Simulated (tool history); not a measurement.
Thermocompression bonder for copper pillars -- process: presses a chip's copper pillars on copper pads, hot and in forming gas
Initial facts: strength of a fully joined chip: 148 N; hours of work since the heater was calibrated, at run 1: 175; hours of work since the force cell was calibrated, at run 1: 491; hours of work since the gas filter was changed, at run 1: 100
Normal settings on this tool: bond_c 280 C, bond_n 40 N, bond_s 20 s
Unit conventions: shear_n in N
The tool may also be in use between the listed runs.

run	day	bond_c	bond_n	bond_s	hours of work since the heater was calibrated	hours of work since the force cell was calibrated	hours of work since the gas filter was changed	shear_n
1	0	280	40	20	175	491	100	101.8
2	0.333	280	40	20	178	495	104	102
3	0.583	280	30	20	181	497	106	88.8
4	0.908	280	37	20	184	501	110	97.2
5	1.183	280	37	20	187	504	112	97.9
6	1.667	280	37	20	192	508	117	98.1
7	1.979	280	40	20	195	512	120	102.5
8	2.504	303	40	20	201	517	126	120.3
9	2.888	252	26	15	204	521	130	51.6
10	3.192	282	40	52	208	524	133	124.6
11	3.638	280	31	44	212	529	137	109.4
12	3.879	280	40	20	215	531	140	101.1
13	4.138	291	25	30	217	534	142	100.3
14	4.646	260	37	16	222	539	148	73.5
15	5.004	260	37	16	226	542	151	73.8

Predict each of these 5 candidate next runs independently; none follows another, all start after run 15:
A	5.55	278	37	25	232	548	157	?
B	5.55	278	37	40	232	548	157	?
C	5.55	285	27	20	232	548	157	?
D	5.55	280	59	20	232	548	157	?
E	5.55	280	55	20	232	548	157	?

run	shear_n
A	102.3
B	112.5
C	88.6
D	118
E	114.4
The same runs, with their run-to-run variation unchanged, on a tool lacking any hidden condition would have given:
run	shear_n
A	106.2
B	116.7
C	92.2
D	122.2
E	118.5

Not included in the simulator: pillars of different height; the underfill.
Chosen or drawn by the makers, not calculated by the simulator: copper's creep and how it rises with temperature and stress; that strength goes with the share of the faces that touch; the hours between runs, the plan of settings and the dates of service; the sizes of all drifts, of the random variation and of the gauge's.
